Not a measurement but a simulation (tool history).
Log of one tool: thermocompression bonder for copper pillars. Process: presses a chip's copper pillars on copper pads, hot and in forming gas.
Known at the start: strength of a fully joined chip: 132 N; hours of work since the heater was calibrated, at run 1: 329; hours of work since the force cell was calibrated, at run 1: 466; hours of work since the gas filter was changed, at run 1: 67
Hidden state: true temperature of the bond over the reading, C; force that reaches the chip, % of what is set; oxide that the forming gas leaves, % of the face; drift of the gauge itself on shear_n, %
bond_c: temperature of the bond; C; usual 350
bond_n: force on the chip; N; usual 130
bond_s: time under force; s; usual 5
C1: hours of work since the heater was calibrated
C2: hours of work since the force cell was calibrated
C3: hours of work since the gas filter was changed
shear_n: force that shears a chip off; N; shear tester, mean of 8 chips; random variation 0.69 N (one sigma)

run 1 hour=0 | bond_c=350 bond_n=130 bond_s=5 | C1=329 C2=466 C3=67 | shear_n=48.1
run 2 hour=18.5 | bond_c=350 bond_n=130 bond_s=5 | C1=341 C2=479 C3=79 | shear_n=48.3
run 3 hour=43.2 | bond_c=350 bond_n=130 bond_s=5 | C1=358 C2=495 C3=95 | shear_n=47.2
run 4 hour=58 | bond_c=376 bond_n=130 bond_s=5 | C1=368 C2=505 C3=105 | shear_n=65.1
run 5 hour=77 | bond_c=344 bond_n=130 bond_s=5 | C1=381 C2=518 C3=118 | shear_n=45
run 6 hour=97.2 | bond_c=344 bond_n=130 bond_s=5 | C1=394 C2=532 C3=132 | shear_n=43.2
run 7 hour=123.8 | bond_c=344 bond_n=130 bond_s=5 | C1=412 C2=549 C3=149 | shear_n=44.1
run 8 hour=146 | bond_c=362 bond_n=130 bond_s=5 | C1=427 C2=564 C3=164 | shear_n=56.7
run 9 hour=167.1 | bond_c=362 bond_n=130 bond_s=5 | C1=441 C2=578 C3=178 | shear_n=54.9
run 10 hour=186.7 | bond_c=350 bond_n=130 bond_s=5 | C1=454 C2=591 C3=192 | shear_n=47.2
run 11 hour=206.8 | bond_c=350 bond_n=130 bond_s=5 | C1=467 C2=605 C3=205 | shear_n=47.1
run 12 hour=226.4 | bond_c=337 bond_n=130 bond_s=5 | C1=481 C2=618 C3=218 | shear_n=39.4
run 13 hour=247.8 | bond_c=337 bond_n=152 bond_s=15 | C1=495 C2=632 C3=233 | shear_n=67.5
run 14 hour=272.2 | bond_c=345 bond_n=191 bond_s=5 | C1=511 C2=649 C3=249 | shear_n=60.5
run 15 hour=298.4 | bond_c=356 bond_n=112 bond_s=5 | C1=529 C2=666 C3=266 | shear_n=45.4
run 16 hour=312.6 | bond_c=356 bond_n=112 bond_s=5 | C1=538 C2=676 C3=276 | shear_n=44.1
run 17 hour=330.6 | bond_c=356 bond_n=112 bond_s=5 | C1=550 C2=688 C3=288 | shear_n=44.5
run 18 hour=352.7 | bond_c=350 bond_n=80 bond_s=5 | C1=565 C2=703 C3=303 | shear_n=30.7
run 19 hour=379 | bond_c=350 bond_n=80 bond_s=5 | C1=583 C2=720 C3=320 | shear_n=31.4
run 20 hour=392.7 | bond_c=325 bond_n=164 bond_s=9 | C1=592 C2=729 C3=330 | shear_n=49.9
run 21 hour=412.4 | bond_c=370 bond_n=167 bond_s=4 | C1=605 C2=743 C3=343 | shear_n=64.1
run 22 hour=433.2 | bond_c=365 bond_n=130 bond_s=5 | C1=619 C2=757 C3=357 | shear_n=54.1
run 23 hour=452.5 | bond_c=367 bond_n=80 bond_s=13 | C1=632 C2=770 C3=370 | shear_n=55.1

Some steps in shear_n between neighbouring runs. How much of each would the tool show without its hidden state too (settings, what came in, random variation), and how much is left for the hidden state, with any gauge scatter that isn't in both results?
Run 4 -> 5: bond_c 376 -> 344. shear_n -20.1 N: hidden state +0.4, all else -20.5.
Run 12 -> 13: bond_n 130 -> 152, bond_s 5 -> 15. shear_n +28.1 N: hidden state -1, all else +29.1.
Run 20 -> 21: bond_c 325 -> 370, bond_n 164 -> 167, bond_s 9 -> 4. shear_n +14.2 N: hidden state -1.6, all else +15.8.
